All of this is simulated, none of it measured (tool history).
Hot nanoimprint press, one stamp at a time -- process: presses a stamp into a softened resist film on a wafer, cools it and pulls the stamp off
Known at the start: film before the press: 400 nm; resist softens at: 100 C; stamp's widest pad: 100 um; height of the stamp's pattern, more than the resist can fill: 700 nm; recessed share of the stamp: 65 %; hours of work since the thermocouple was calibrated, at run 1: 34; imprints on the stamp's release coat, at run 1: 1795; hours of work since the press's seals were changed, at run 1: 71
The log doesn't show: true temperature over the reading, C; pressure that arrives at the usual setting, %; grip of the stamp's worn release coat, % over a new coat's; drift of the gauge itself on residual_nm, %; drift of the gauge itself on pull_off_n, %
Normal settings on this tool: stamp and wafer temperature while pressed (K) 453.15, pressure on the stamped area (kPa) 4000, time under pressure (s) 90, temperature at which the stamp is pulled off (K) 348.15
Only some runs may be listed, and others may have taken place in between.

| run | hour | stamp and wafer temperature while pressed (K) | pressure on the stamped area (kPa) | time under pressure (s) | temperature at which the stamp is pulled off (K) | hours of work since the thermocouple was calibrated | imprints on the stamp's release coat | hours of work since the press's seals were changed | resist left under the stamp's widest pad (nm) | greatest force while the stamp is pulled off (N) |
|---|---|---|---|---|---|---|---|---|---|---|
| 1 | 0 | 453.15 | 4000 | 90 | 348.15 | 34 | 1795 | 71 | 206.6 | 220 |
| 2 | 19.3 | 453.15 | 4000 | 90 | 348.15 | 49 | 1886 | 86 | 206.9 | 213 |
| 3 | 29.8 | 453.15 | 4000 | 90 | 353.15 | 57 | 1936 | 94 | 206.2 | 192 |
| 4 | 47.8 | 453.15 | 4000 | 90 | 353.15 | 71 | 2021 | 108 | 206.8 | 189 |
|  | 63 | stamp cleaned and given a new release coat |
| 5 | 64.2 | 453.15 | 4000 | 90 | 353.15 | 79 | 6 | 116 | 203.8 | 183 |
| 6 | 76.2 | 453.15 | 3500 | 90 | 348.15 | 89 | 62 | 126 | 214.4 | 205 |
| 7 | 97.7 | 453.15 | 3500 | 90 | 348.15 | 105 | 164 | 142 | 214.8 | 211 |
| 8 | 115.4 | 452.15 | 4500 | 48 | 346.15 | 119 | 248 | 156 | 250.4 | 218 |
| 9 | 127.2 | 452.15 | 4500 | 48 | 346.15 | 128 | 303 | 165 | 246.6 | 219 |
| 10 | 151 | 441.15 | 4000 | 99 | 348.15 | 147 | 416 | 184 | 278 | 211 |
| 11 | 168.2 | 453.15 | 4850 | 136 | 334.15 | 160 | 497 | 197 | 160.8 | 283 |

Describe how what the log doesn't record of the tool's condition differs between the last listed run preceding each entry between runs and the first listed run following it.
Logged between run 4 and run 5: stamp cleaned and given a new release coat (hour 63)
  grip of the stamp's worn release coat, % over a new coat's: 1.1 -> 0; drift of the gauge itself on residual_nm, %: -0.17 -> -0.21
  what was measured, less what the result would be without the hidden state, resist left under the stamp's widest pad (nm): -0.2 -> -0.3

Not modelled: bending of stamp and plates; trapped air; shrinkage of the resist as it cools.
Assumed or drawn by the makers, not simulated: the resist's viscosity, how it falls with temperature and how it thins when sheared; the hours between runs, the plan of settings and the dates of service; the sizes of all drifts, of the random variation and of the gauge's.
